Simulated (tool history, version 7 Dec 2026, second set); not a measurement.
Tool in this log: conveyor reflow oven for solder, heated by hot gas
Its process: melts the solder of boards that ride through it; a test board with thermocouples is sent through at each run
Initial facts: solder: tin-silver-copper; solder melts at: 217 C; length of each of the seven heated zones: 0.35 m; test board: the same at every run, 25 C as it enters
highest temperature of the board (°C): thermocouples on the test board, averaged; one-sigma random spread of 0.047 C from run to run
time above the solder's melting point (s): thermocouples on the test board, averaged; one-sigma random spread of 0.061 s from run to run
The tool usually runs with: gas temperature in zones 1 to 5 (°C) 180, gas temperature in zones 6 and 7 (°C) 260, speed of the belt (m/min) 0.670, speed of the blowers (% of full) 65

run	day	gas temperature in zones 1 to 5 (°C)	gas temperature in zones 6 and 7 (°C)	speed of the belt (m/min)	speed of the blowers (% of full)	highest temperature of the board (°C)	time above the solder's melting point (s)
1	0.000	180	260	0.670	65	247.89	47.04
# day 0.562: flux residue cleaned out of gas plates and filters
2	1.900	180	260	0.670	65	248.42	47.48
3	4.462	180	260	0.670	65	248.26	47.44
4	7.158	180	260	0.670	83	251.59	50.38
5	9.221	180	260	0.670	83	251.53	50.39
6	10.750	180	260	0.670	83	251.46	50.40
7	13.554	180	260	0.670	83	251.43	50.17
8	15.104	180	260	0.670	65	248.11	47.44
9	17.142	180	260	0.670	65	248.19	47.21
10	18.800	180	260	0.670	65	248.11	47.33
# day 19.867: flux residue cleaned out of gas plates and filters
11	21.125	180	264	0.612	82	257.22	58.73
12	23.400	177	258	0.747	76	245.85	40.11
13	25.279	191	271	0.771	74	258.16	48.78
14	27.283	183	267	0.754	83	255.68	46.82
15	30.008	183	267	0.754	83	255.61	46.75
16	32.071	183	267	0.754	83	255.52	46.72
17	34.238	194	263	0.687	80	255.14	55.43
18	35.696	180	256	0.670	63	244.33	44.81
19	38.538	180	256	0.670	63	244.34	44.63
# day 39.246: flux residue cleaned out of gas plates and filters
# day 40.288: belt drive overhauled, speed set with a stopwatch
20	41.267	189	267	0.550	83	262.82	70.53

Each run again, without the hidden state but with its own random variation kept:
The tool's hidden condition here consists of: heat that the gas passes to the board, % of a clean oven's; belt's true speed, % of the reading; true gas temperature in zones 6 and 7 over the reading, C; drift of the gauge itself on peak_c, C; drift of the gauge itself on liquid_s, %.
run	highest temperature of the board (°C)	time above the solder's melting point (s)
1	247.95	46.76
2	247.96	46.71
3	247.85	46.71
4	251.26	49.74
5	251.22	49.77
6	251.18	49.81
7	251.20	49.62
8	247.87	46.88
9	247.97	46.67
10	247.92	46.81
11	256.61	57.79
12	245.33	39.36
13	257.67	48.03
14	255.26	46.13
15	255.26	46.10
16	255.21	46.10
17	254.72	54.64
18	243.91	44.10
19	243.98	43.98
20	261.95	70.27
